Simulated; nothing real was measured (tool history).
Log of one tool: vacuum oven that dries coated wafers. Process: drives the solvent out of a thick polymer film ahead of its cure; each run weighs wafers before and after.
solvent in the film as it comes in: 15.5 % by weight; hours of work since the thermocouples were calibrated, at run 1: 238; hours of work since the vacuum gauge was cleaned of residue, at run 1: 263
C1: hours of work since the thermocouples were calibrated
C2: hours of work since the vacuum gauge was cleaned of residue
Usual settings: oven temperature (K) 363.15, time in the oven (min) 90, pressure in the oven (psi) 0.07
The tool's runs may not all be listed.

{"run": 1, "hour": 0.0, "oven temperature (K)": 363.15, "time in the oven (min)": 90, "pressure in the oven (psi)": 0.07, "C1": 238, "C2": 263, "solvent left in the film (%)": 0.98}
{"run": 2, "hour": 26.2, "oven temperature (K)": 365.15, "time in the oven (min)": 90, "pressure in the oven (psi)": 0.07, "C1": 257, "C2": 282, "solvent left in the film (%)": 0.88}
{"run": 3, "hour": 51.6, "oven temperature (K)": 373.15, "time in the oven (min)": 90, "pressure in the oven (psi)": 0.07, "C1": 276, "C2": 301, "solvent left in the film (%)": 0.32}
{"run": 4, "hour": 76.8, "oven temperature (K)": 363.15, "time in the oven (min)": 90, "pressure in the oven (psi)": 0.07, "C1": 294, "C2": 320, "solvent left in the film (%)": 1.05}
{"run": 5, "hour": 112.8, "oven temperature (K)": 363.15, "time in the oven (min)": 90, "pressure in the oven (psi)": 0.07, "C1": 321, "C2": 346, "solvent left in the film (%)": 1.09}
{"run": 6, "hour": 142.7, "oven temperature (K)": 377.15, "time in the oven (min)": 90, "pressure in the oven (psi)": 0.07, "C1": 343, "C2": 368, "solvent left in the film (%)": 0.23}
{"run": 7, "hour": 171.0, "oven temperature (K)": 377.15, "time in the oven (min)": 90, "pressure in the oven (psi)": 0.07, "C1": 364, "C2": 389, "solvent left in the film (%)": 0.25}

Forecast run 8:
{"run": 8, "hour": 193.3, "oven temperature (K)": 376.15, "time in the oven (min)": 90, "pressure in the oven (psi)": 0.07, "C1": 380, "C2": 406, "solvent left in the film (%)": "?"}

{"run 8": {"solvent left in the film (%)": 0.23}}
Without the tool's hidden state the same run would have given solvent left in the film (%) 0.23.
